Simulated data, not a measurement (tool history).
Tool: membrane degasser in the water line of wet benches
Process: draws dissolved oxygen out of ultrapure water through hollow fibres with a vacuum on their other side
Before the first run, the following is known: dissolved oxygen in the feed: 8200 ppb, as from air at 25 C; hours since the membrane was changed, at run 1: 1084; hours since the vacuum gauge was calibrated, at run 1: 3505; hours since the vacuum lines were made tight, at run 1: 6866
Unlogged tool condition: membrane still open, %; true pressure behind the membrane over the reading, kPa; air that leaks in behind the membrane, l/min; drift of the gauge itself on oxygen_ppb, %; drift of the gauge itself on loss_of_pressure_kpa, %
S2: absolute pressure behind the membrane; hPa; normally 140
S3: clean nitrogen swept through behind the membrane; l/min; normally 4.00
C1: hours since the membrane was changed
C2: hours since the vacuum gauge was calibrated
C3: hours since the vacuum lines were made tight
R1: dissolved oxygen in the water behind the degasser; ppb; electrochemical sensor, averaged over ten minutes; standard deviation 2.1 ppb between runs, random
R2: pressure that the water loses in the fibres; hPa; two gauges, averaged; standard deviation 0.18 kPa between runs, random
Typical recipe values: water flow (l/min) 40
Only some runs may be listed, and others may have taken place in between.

Run 1, hour 0.0: usual settings; C1 1084; C2 3505; C3 6866. Result: R1 435.2 ppb, R2 668.2 hPa.
Run 2, hour 119.2: usual settings; C1 1203; C2 3624; C3 6985. Result: R1 435.2 ppb, R2 668.2 hPa.
Run 3, hour 236.1: usual settings; C1 1320; C2 3741; C3 7102. Result: R1 433.8 ppb, R2 669.0 hPa.
At hour 359.5: seals of the vacuum lines changed.
Run 4, hour 431.6: usual settings but S2 225 hPa; C1 1514; C2 3935; C3 72. Result: R1 614.6 ppb, R2 667.3 hPa.
Run 5, hour 618.1: usual settings but S2 225 hPa; C1 1700; C2 4121; C3 259. Result: R1 609.5 ppb, R2 670.2 hPa.
Run 6, hour 822.9: usual settings but water flow (l/min) 42; C1 1905; C2 4326; C3 463. Result: R1 457.6 ppb, R2 707.2 hPa.
Run 7, hour 989.8: usual settings but water flow (l/min) 42; C1 2072; C2 4493; C3 630. Result: R1 462.3 ppb, R2 702.2 hPa.
Run 8, hour 1097.2: usual settings but S2 243 hPa; C1 2179; C2 4600; C3 738. Result: R1 647.9 ppb, R2 672.6 hPa.
Run 9, hour 1194.1: usual settings; C1 2276; C2 4697; C3 835. Result: R1 432.6 ppb, R2 667.8 hPa.
Run 10, hour 1279.6: usual settings; C1 2362; C2 4783; C3 920. Result: R1 434.8 ppb, R2 673.3 hPa.
Run 11, hour 1453.9: usual settings but S2 109 hPa; C1 2536; C2 4957; C3 1094. Result: R1 369.5 ppb, R2 669.7 hPa.
Run 12, hour 1568.1: usual settings but S2 109 hPa; C1 2650; C2 5071; C3 1209. Result: R1 370.7 ppb, R2 670.2 hPa.
Run 13, hour 1767.7: usual settings but S2 109 hPa; C1 2850; C2 5271; C3 1408. Result: R1 369.9 ppb, R2 669.3 hPa.
Run 14, hour 1893.3: usual settings but water flow (l/min) 62; C1 2975; C2 5397; C3 1534. Result: R1 696.5 ppb, R2 1042.8 hPa.
Run 15, hour 2081.2: usual settings but water flow (l/min) 62; C1 3163; C2 5584; C3 1722. Result: R1 693.8 ppb, R2 1046.7 hPa.
Run 16, hour 2230.0: usual settings but water flow (l/min) 62; C1 3312; C2 5733; C3 1871. Result: R1 688.4 ppb, R2 1047.7 hPa.
Run 17, hour 2361.3: usual settings but water flow (l/min) 46, S2 102 hPa, S3 3.43 l/min; C1 3444; C2 5865; C3 2002. Result: R1 448.6 ppb, R2 773.5 hPa.
Run 18, hour 2510.4: usual settings but water flow (l/min) 46, S2 102 hPa, S3 3.43 l/min; C1 3593; C2 6014; C3 2151. Result: R1 449.2 ppb, R2 776.1 hPa.
Run 19, hour 2631.2: usual settings but water flow (l/min) 27, S2 102 hPa, S3 7.93 l/min; C1 3713; C2 6135; C3 2272. Result: R1 168.0 ppb, R2 454.0 hPa.
Run 20, hour 2804.6: usual settings but water flow (l/min) 27, S2 102 hPa, S3 11.00 l/min; C1 3887; C2 6308; C3 2445. Result: R1 150.3 ppb, R2 456.2 hPa.
Run 21, hour 2890.2: usual settings but water flow (l/min) 31, S2 151 hPa, S3 2.99 l/min; C1 3972; C2 6393; C3 2531. Result: R1 413.1 ppb, R2 521.8 hPa.
Run 22, hour 3032.0: usual settings but water flow (l/min) 42, S2 151 hPa, S3 7.08 l/min; C1 4114; C2 6535; C3 2673. Result: R1 379.5 ppb, R2 705.6 hPa.
Run 23, hour 3164.1: usual settings but water flow (l/min) 45, S2 242 hPa, S3 2.52 l/min; C1 4246; C2 6667; C3 2805. Result: R1 977.2 ppb, R2 756.4 hPa.
Run 24, hour 3265.6: usual settings but water flow (l/min) 45, S2 242 hPa, S3 2.52 l/min; C1 4348; C2 6769; C3 2906. Result: R1 973.8 ppb, R2 760.5 hPa.
Run 25, hour 3425.3: usual settings but water flow (l/min) 45, S2 242 hPa, S3 2.52 l/min; C1 4507; C2 6929; C3 3066. Result: R1 980.6 ppb, R2 760.8 hPa.
Run 26, hour 3605.7: usual settings but water flow (l/min) 45, S2 242 hPa, S3 2.52 l/min; C1 4688; C2 7109; C3 3246. Result: R1 982.6 ppb, R2 762.1 hPa.
Run 27, hour 3772.8: usual settings but water flow (l/min) 45, S2 108 hPa, S3 2.52 l/min; C1 4855; C2 7276; C3 3413. Result: R1 530.8 ppb, R2 760.8 hPa.
Run 28, hour 3912.6: usual settings but S2 206 hPa, S3 4.46 l/min; C1 4995; C2 7416; C3 3553. Result: R1 547.3 ppb, R2 673.5 hPa.
Run 29, hour 4103.5: usual settings but S2 267 hPa, S3 2.77 l/min; C1 5186; C2 7607; C3 3744. Result: R1 893.4 ppb, R2 676.5 hPa.
Run 30, hour 4308.8: usual settings but water flow (l/min) 59; C1 5391; C2 7812; C3 3949. Result: R1 678.9 ppb, R2 999.9 hPa.
Run 31, hour 4395.8: usual settings but water flow (l/min) 26, S2 130 hPa, S3 3.23 l/min; C1 5478; C2 7899; C3 4036. Result: R1 294.4 ppb, R2 439.7 hPa.
Run 32, hour 4569.5: usual settings but water flow (l/min) 31, S3 2.63 l/min; C1 5652; C2 8073; C3 4210. Result: R1 427.3 ppb, R2 524.5 hPa.

4 ways to go on from here, each from the tool as it stands after run 32. What would each give?
Run A, hour 4702.3: usual settings but water flow (l/min) 43, S2 115 hPa; C1 5784; C2 8206; C3 4343. Result: R1 ?, R2 ?.
Run B, hour 4702.3: usual settings but water flow (l/min) 45, S2 116 hPa, S3 5.52 l/min; C1 5784; C2 8206; C3 4343. Result: R1 ?, R2 ?.
Run C, hour 4702.3: usual settings but water flow (l/min) 58, S2 273 hPa; C1 5784; C2 8206; C3 4343. Result: R1 ?, R2 ?.
Run D, hour 4702.3: usual settings but water flow (l/min) 28, S3 3.52 l/min; C1 5784; C2 8206; C3 4343. Result: R1 ?, R2 ?.

run      R1     R2
  A   425.4  724.4
  B   396.6  762.4
  C  1017.3  981.6
  D   322.1  473.1
With the hidden condition removed and each run's random variation left untouched, the same runs would have given:
run     R1     R2
  A  403.0  713.3
  B  375.9  750.7
  C  991.3  966.6
  D  306.3  465.8
